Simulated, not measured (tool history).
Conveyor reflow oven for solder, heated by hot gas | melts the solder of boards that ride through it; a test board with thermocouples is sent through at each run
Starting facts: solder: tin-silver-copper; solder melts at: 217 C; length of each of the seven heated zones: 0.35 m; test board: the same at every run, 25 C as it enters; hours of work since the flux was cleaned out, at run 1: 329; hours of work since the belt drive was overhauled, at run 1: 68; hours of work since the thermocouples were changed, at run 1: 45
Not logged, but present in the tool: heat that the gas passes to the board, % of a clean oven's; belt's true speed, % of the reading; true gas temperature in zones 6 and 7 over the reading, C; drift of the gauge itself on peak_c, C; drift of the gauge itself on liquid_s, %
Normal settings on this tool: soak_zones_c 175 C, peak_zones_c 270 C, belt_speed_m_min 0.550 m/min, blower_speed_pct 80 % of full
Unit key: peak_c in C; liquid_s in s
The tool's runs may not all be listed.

run,hour,soak_zones_c,peak_zones_c,belt_speed_m_min,blower_speed_pct,hours of work since the flux was cleaned out,hours of work since the belt drive was overhauled,hours of work since the thermocouples were changed,peak_c,liquid_s
1,0.0,175,270,0.550,80,329,68,45,258.5,63.0
2,9.0,175,270,0.550,80,332,72,48,259.5,62.8
3,17.7,175,270,0.550,80,336,75,52,259.1,62.7
4,27.7,175,270,0.550,80,340,79,56,258.4,62.9
5,34.9,175,270,0.550,80,343,82,59,259.0,62.9
6,40.8,169,270,0.550,80,345,85,61,257.3,61.0
7,50.2,169,281,0.550,80,349,89,65,268.2,65.8
8,55.3,175,270,0.550,80,351,91,67,258.6,63.1
# hour 64.5: flux residue cleaned out of gas plates and filters
9,70.1,175,270,0.550,80,2,95,71,259.8,63.5
10,79.9,175,270,0.550,80,6,99,75,259.4,63.8
11,85.7,175,259,0.550,76,9,101,78,249.1,57.3
12,96.1,175,259,0.550,76,13,105,82,249.1,57.2
13,104.6,175,259,0.550,76,16,109,85,249.4,57.1
14,110.4,174,270,0.593,80,19,111,88,257.6,57.5
15,118.4,166,270,0.529,57,22,114,91,256.6,60.5
16,127.6,178,270,0.516,80,26,118,95,261.1,70.6
17,139.0,178,270,0.516,80,31,123,100,261.4,69.9
18,145.3,174,270,0.516,71,33,126,102,260.5,67.7
19,156.8,174,262,0.472,50,38,130,107,251.1,67.6

Predict each of these 3 candidate next runs independently; none follows another, all start after run 19:
A,166.6,164,262,0.569,71,42,134,111,?,?
B,166.6,174,262,0.465,59,42,134,111,?,?
C,166.6,167,278,0.472,50,42,134,111,?,?

run,peak_c,liquid_s
A,248.8,50.9
B,253.1,71.1
C,265.6,74.4
Without the tool's unlogged condition, the same runs would have read:
run,peak_c,liquid_s
A,249.3,51.2
B,253.6,71.3
C,266.1,74.5

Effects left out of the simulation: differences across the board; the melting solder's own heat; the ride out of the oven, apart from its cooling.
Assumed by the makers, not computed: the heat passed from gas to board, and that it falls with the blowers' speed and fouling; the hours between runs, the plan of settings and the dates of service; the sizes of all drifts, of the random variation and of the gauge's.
